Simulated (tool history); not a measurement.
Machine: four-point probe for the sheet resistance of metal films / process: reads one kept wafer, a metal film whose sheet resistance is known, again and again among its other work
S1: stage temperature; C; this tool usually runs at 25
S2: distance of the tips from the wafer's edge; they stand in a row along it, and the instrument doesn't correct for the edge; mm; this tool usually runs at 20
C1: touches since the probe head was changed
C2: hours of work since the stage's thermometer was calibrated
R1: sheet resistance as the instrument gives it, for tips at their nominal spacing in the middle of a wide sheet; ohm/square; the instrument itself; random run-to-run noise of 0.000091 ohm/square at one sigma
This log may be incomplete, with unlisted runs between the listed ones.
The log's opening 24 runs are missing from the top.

{"run": 25, "hour": 1232.2, "S1": 34, "S2": 6, "C1": 114975, "C2": 260, "R1": 0.458522}
{"run": 26, "hour": 1296.4, "S1": 34, "S2": 6, "C1": 117022, "C2": 287, "R1": 0.458226}
{"run": 27, "hour": 1346.7, "S1": 20, "S2": 41, "C1": 118630, "C2": 307, "R1": 0.449522}
{"run": 28, "hour": 1401.6, "S1": 24, "S2": 6, "C1": 120383, "C2": 330, "R1": 0.453292}
{"run": 29, "hour": 1456.1, "S1": 24, "S2": 58, "C1": 122122, "C2": 352, "R1": 0.451556}
{"run": 30, "hour": 1528.4, "S1": 24, "S2": 58, "C1": 124429, "C2": 381, "R1": 0.451527}
{"run": 31, "hour": 1601.4, "S1": 23, "S2": 10, "C1": 126758, "C2": 411, "R1": 0.451431}
{"run": 32, "hour": 1671.7, "S1": 30, "S2": 21, "C1": 129003, "C2": 440, "R1": 0.454607}
{"run": 33, "hour": 1738.8, "S1": 30, "S2": 21, "C1": 131145, "C2": 467, "R1": 0.454548}

Run 34 is up next; what results do you expect?
{"run": 34, "hour": 1804.9, "S1": 25, "S2": 3, "C1": 133254, "C2": 494, "R1": "?"}

R1: 0.458458 ohm/square
With no hidden state in the tool, this same run would have given R1 0.464036 ohm/square.
